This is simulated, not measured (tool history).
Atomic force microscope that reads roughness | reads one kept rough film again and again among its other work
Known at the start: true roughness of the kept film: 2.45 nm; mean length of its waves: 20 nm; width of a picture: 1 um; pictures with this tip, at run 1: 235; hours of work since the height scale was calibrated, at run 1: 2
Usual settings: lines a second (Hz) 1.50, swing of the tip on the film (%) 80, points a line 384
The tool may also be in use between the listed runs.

run	hour	lines a second (Hz)	swing of the tip on the film (%)	points a line	pictures with this tip	hours of work since the height scale was calibrated	roughness of the kept film (nm (root mean square))
1	0.0	1.50	80	384	235	2	1.361
2	7.5	1.50	80	384	249	7	1.346
3	14.7	1.50	56	384	263	11	1.419
4	19.8	1.50	56	384	273	14	1.401
5	32.1	2.27	56	384	297	22	1.357
6	42.9	2.27	56	384	318	28	1.342
7	52.2	2.27	56	384	335	34	1.306
8	58.2	2.27	56	934	347	38	1.315
9	65.5	2.27	56	779	361	42	1.289
10	76.2	1.50	80	479	382	49	1.188
# hour 81.7: new tip fitted
11	82.6	1.50	80	479	2	53	1.868
12	93.8	1.50	79	438	23	59	1.805

Forecast run 13:
13	99.1	1.50	79	438	34	63	?

{"run 13": {"roughness of the kept film (nm (root mean square))": 1.791}}
Without the tool's hidden state the same run would have given roughness of the kept film (nm (root mean square)) 1.887.

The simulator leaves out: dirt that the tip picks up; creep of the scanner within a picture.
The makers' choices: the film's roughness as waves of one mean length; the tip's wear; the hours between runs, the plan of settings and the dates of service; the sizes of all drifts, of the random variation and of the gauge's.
